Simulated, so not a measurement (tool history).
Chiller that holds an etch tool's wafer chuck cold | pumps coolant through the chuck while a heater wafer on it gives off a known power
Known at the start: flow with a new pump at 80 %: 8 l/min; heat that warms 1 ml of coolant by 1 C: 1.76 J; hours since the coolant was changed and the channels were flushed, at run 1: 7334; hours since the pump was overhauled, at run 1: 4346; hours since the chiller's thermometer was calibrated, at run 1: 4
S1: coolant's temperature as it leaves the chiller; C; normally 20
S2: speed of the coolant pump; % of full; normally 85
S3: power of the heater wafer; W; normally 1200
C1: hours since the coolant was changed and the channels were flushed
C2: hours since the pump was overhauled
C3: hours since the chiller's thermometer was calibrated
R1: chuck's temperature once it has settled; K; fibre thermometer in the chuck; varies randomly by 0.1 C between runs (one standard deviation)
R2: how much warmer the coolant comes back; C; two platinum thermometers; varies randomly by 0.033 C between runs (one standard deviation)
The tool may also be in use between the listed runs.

{"run": 1, "hour": 0.0, "S1": 20, "S2": 85, "S3": 1200, "C1": 7334, "C2": 4346, "C3": 4, "R1": 302.15, "R2": 5.19}
{"run": 2, "hour": 103.6, "S1": 20, "S2": 85, "S3": 1200, "C1": 7438, "C2": 4450, "C3": 107, "R1": 302.05, "R2": 5.15}
{"run": 3, "hour": 212.2, "S1": 20, "S2": 85, "S3": 1200, "C1": 7546, "C2": 4558, "C3": 216, "R1": 302.15, "R2": 5.12}
{"run": 4, "hour": 318.8, "S1": 20, "S2": 85, "S3": 1200, "C1": 7653, "C2": 4665, "C3": 323, "R1": 302.25, "R2": 5.12}
{"run": 5, "hour": 412.8, "S1": 20, "S2": 85, "S3": 1200, "C1": 7747, "C2": 4759, "C3": 417, "R1": 302.15, "R2": 5.17}
{"run": 6, "hour": 482.0, "S1": 20, "S2": 85, "S3": 1200, "C1": 7816, "C2": 4828, "C3": 486, "R1": 302.45, "R2": 5.15}
{"run": 7, "hour": 593.5, "S1": 20, "S2": 85, "S3": 1200, "C1": 7927, "C2": 4939, "C3": 597, "R1": 302.45, "R2": 5.2}
{"run": 8, "hour": 716.5, "S1": 20, "S2": 85, "S3": 1200, "C1": 8050, "C2": 5062, "C3": 720, "R1": 302.25, "R2": 5.14}
{"run": 9, "hour": 840.8, "S1": 20, "S2": 85, "S3": 1200, "C1": 8175, "C2": 5187, "C3": 845, "R1": 302.45, "R2": 5.22}
{"run": 10, "hour": 950.6, "S1": 20, "S2": 85, "S3": 1200, "C1": 8285, "C2": 5297, "C3": 954, "R1": 302.45, "R2": 5.21}
{"run": 11, "hour": 1070.1, "S1": 20, "S2": 85, "S3": 1200, "C1": 8404, "C2": 5416, "C3": 1074, "R1": 302.45, "R2": 5.19}
{"run": 12, "hour": 1184.4, "S1": 20, "S2": 85, "S3": 1200, "C1": 8518, "C2": 5530, "C3": 1188, "R1": 302.35, "R2": 5.21}
{"run": 13, "hour": 1334.4, "S1": 20, "S2": 85, "S3": 1200, "C1": 8668, "C2": 5680, "C3": 1338, "R1": 302.55, "R2": 5.12}
{"run": 14, "hour": 1444.6, "S1": 20, "S2": 85, "S3": 1200, "C1": 8779, "C2": 5791, "C3": 1448, "R1": 302.75, "R2": 5.19}
{"run": 15, "hour": 1522.5, "S1": 20, "S2": 85, "S3": 1200, "C1": 8856, "C2": 5868, "C3": 1526, "R1": 302.65, "R2": 5.22}
{"run": 16, "hour": 1639.8, "S1": 15, "S2": 85, "S3": 1200, "C1": 8974, "C2": 5986, "C3": 1644, "R1": 297.55, "R2": 5.24}
{"run": 17, "hour": 1717.1, "S1": 20, "S2": 88, "S3": 1103, "C1": 9051, "C2": 6063, "C3": 1721, "R1": 301.75, "R2": 4.62}
{"run": 18, "hour": 1854.3, "S1": 20, "S2": 88, "S3": 1103, "C1": 9188, "C2": 6200, "C3": 1858, "R1": 301.65, "R2": 4.64}
{"run": 19, "hour": 1993.3, "S1": 20, "S2": 88, "S3": 1103, "C1": 9327, "C2": 6339, "C3": 1997, "R1": 301.65, "R2": 4.68}
{"run": 20, "hour": 2101.7, "S1": 26, "S2": 66, "S3": 1692, "C1": 9436, "C2": 6448, "C3": 2105, "R1": 316.65, "R2": 9.91}
{"run": 21, "hour": 2247.5, "S1": 26, "S2": 83, "S3": 669, "C1": 9581, "C2": 6593, "C3": 2251, "R1": 304.85, "R2": 3.03}
{"run": 22, "hour": 2369.4, "S1": 28, "S2": 85, "S3": 1118, "C1": 9703, "C2": 6715, "C3": 2373, "R1": 310.35, "R2": 4.91}
{"run": 23, "hour": 2450.5, "S1": 13, "S2": 65, "S3": 775, "C1": 9784, "C2": 6796, "C3": 2454, "R1": 294.65, "R2": 4.62}
{"run": 24, "hour": 2587.4, "S1": 13, "S2": 65, "S3": 775, "C1": 9921, "C2": 6933, "C3": 2591, "R1": 294.65, "R2": 4.69}
{"run": 25, "hour": 2722.7, "S1": 13, "S2": 65, "S3": 775, "C1": 10057, "C2": 7069, "C3": 2726, "R1": 294.55, "R2": 4.66}
{"run": 26, "hour": 2808.8, "S1": 20, "S2": 82, "S3": 1369, "C1": 10143, "C2": 7155, "C3": 2813, "R1": 304.85, "R2": 6.32}
{"run": 27, "hour": 2955.1, "S1": 25, "S2": 71, "S3": 1150, "C1": 10289, "C2": 7301, "C3": 2959, "R1": 309.55, "R2": 6.27}
{"run": 28, "hour": 3030.2, "S1": 24, "S2": 91, "S3": 947, "C1": 10364, "C2": 7376, "C3": 3034, "R1": 304.65, "R2": 3.96}
{"run": 29, "hour": 3137.7, "S1": 25, "S2": 72, "S3": 1779, "C1": 10472, "C2": 7484, "C3": 3141, "R1": 315.55, "R2": 9.6}
{"run": 30, "hour": 3276.9, "S1": 25, "S2": 72, "S3": 1779, "C1": 10611, "C2": 7623, "C3": 3281, "R1": 315.65, "R2": 9.63}
{"run": 31, "hour": 3351.9, "S1": 25, "S2": 72, "S3": 1779, "C1": 10686, "C2": 7698, "C3": 3356, "R1": 315.85, "R2": 9.62}

A few steps of R1 between consecutive runs. Split each: what settings, incoming material and random variation would produce without the hidden state, and what is left over for the hidden state, along with gauge scatter present in only one of the two compared results (measured, and without hidden state):
The tool's hidden condition here consists of: heat passed by the chuck's channels, % of clean ones'; flow at a given pump speed, % of a new pump's; coolant's true temperature over the reading, C; drift of the gauge itself on chuck_c, C; drift of the gauge itself on warmer_back_c, C.
Run 19 -> 20: S1 20 -> 26, S2 88 -> 66, S3 1103 -> 1692. R1 +15.00 K: hidden state +1.50, all else +13.50.
Run 20 -> 21: S2 66 -> 83, S3 1692 -> 669. R1 -11.80 K: hidden state -1.90, all else -9.90.
Run 22 -> 23: S1 28 -> 13, S2 85 -> 65, S3 1118 -> 775. R1 -15.70 K: hidden state -0.20, all else -15.50.
Run 28 -> 29: S1 24 -> 25, S2 91 -> 72, S3 947 -> 1779. R1 +10.90 K: hidden state +2.00, all else +8.90.

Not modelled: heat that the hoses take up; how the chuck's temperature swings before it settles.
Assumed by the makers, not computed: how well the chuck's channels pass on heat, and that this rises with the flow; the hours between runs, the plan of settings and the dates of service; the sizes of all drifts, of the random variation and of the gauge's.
